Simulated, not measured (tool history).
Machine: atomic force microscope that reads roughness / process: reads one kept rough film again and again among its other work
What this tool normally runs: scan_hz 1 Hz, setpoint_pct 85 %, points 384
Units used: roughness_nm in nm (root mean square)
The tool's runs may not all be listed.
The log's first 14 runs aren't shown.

Run 15, hour 221.4: usual settings. Result: roughness_nm 4.09 nm (root mean square).
Run 16, hour 241.7: usual settings. Result: roughness_nm 4.054 nm (root mean square).
Run 17, hour 253.4: usual settings. Result: roughness_nm 4.004 nm (root mean square).
Run 18, hour 265.8: usual settings. Result: roughness_nm 3.967 nm (root mean square).
Run 19, hour 276.4: usual settings. Result: roughness_nm 4.007 nm (root mean square).
Run 20, hour 292.4: usual settings but setpoint_pct 78 %, points 707. Result: roughness_nm 3.97 nm (root mean square).
Run 21, hour 309.8: usual settings but setpoint_pct 83 %. Result: roughness_nm 3.927 nm (root mean square).
Run 22, hour 320.8: usual settings but setpoint_pct 83 %. Result: roughness_nm 3.876 nm (root mean square).
Run 23, hour 338: usual settings but setpoint_pct 83 %. Result: roughness_nm 3.835 nm (root mean square).
Run 24, hour 361.1: usual settings but scan_hz 1.01 Hz. Result: roughness_nm 3.801 nm (root mean square).
At hour 373.7: new tip fitted.
Run 25, hour 379.6: usual settings but scan_hz 0.62 Hz, setpoint_pct 70 %, points 742. Result: roughness_nm 4.49 nm (root mean square).
Run 26, hour 392.3: usual settings but scan_hz 0.62 Hz, setpoint_pct 77 %, points 742. Result: roughness_nm 4.392 nm (root mean square).
Run 27, hour 411: usual settings but scan_hz 0.62 Hz, setpoint_pct 77 %, points 742. Result: roughness_nm 4.356 nm (root mean square).
Run 28, hour 425.8: usual settings but scan_hz 1.69 Hz, setpoint_pct 88 %, points 320. Result: roughness_nm 4.09 nm (root mean square).
Run 29, hour 441.2: usual settings but setpoint_pct 72 %, points 442. Result: roughness_nm 4.277 nm (root mean square).
Run 30, hour 451.6: usual settings but scan_hz 3.63 Hz, setpoint_pct 62 %, points 780. Result: roughness_nm 4.182 nm (root mean square).
Run 31, hour 471.8: usual settings but scan_hz 2.67 Hz, points 261. Result: roughness_nm 3.904 nm (root mean square).
Run 32, hour 482.7: usual settings but scan_hz 1.28 Hz, setpoint_pct 77 %, points 261. Result: roughness_nm 4.083 nm (root mean square).
Run 33, hour 500.2: usual settings but scan_hz 1.43 Hz. Result: roughness_nm 4.014 nm (root mean square).
Run 34, hour 515.1: usual settings but scan_hz 0.62 Hz. Result: roughness_nm 4.049 nm (root mean square).
Run 35, hour 535.9: usual settings but scan_hz 0.79 Hz, setpoint_pct 65 %, points 753. Result: roughness_nm 4.121 nm (root mean square).

For run 36, what comes out?
Run 36, hour 553.1: usual settings but setpoint_pct 74 %. Result: roughness_nm ?.

Run 36 gave roughness_nm 4.002 nm (root mean square).
The same run, on a tool lacking any hidden state, would have yielded roughness_nm 4.465 nm (root mean square).
